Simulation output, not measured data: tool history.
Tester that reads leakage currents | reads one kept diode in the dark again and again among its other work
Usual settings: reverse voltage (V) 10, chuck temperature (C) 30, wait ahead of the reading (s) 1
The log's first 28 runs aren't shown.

run     day  reverse voltage (V)  chuck temperature (C)  wait ahead of the reading (s)  hours of work since the probe card was cleaned  hours of work since the tester was calibrated  hours of work since the chuck was calibrated  current that the tester gives (pA)
 29  37.125                  1.4                     21                              1                                            2491                                           1742                                           215                               62.77
 30  38.725                  1.1                     37                           6.02                                            2516                                           1767                                           240                              209.55
 31  39.854                  1.1                     37                           6.02                                            2533                                           1784                                           257                              210.18
 32  40.771                    9                     30                           5.08                                            2547                                           1799                                           272                              362.78
 33  41.567                    9                     30                           5.08                                            2560                                           1811                                           284                              362.32
 34  42.421                  6.1                     43                           0.31                                            2573                                           1824                                           297                              835.46
 35  43.788                  6.1                     43                           0.31                                            2594                                           1845                                           318                              835.77
 36  45.083                   10                     22                              1                                            2614                                           1865                                           338                              195.69
 37  46.821                  1.6                     30                              1                                            2641                                           1892                                           365                              145.42
 38  48.188                   10                     30                           0.55                                            2662                                           1913                                           386                              388.38
 39  48.988                    5                     39                           4.37                                            2674                                           1925                                           398                              547.64

3 ways to go on from here, each from the tool as it stands after run 39. What would each give?
  A  50.375                  2.5                     27                           0.64                                            2695                                           1946                                           419                                   ?
  B  50.375                    5                     50                           2.65                                            2695                                           1946                                           419                                   ?
  C  50.375                  3.1                     53                           1.66                                            2695                                           1946                                           419                                   ?

run  current that the tester gives (pA)
  A                              143.95
  B                             1261.03
  C                             1210.95
Without the tool's hidden state the same runs would have given:
run  current that the tester gives (pA)
  A                              143.82
  B                             1260.29
  C                             1210.28
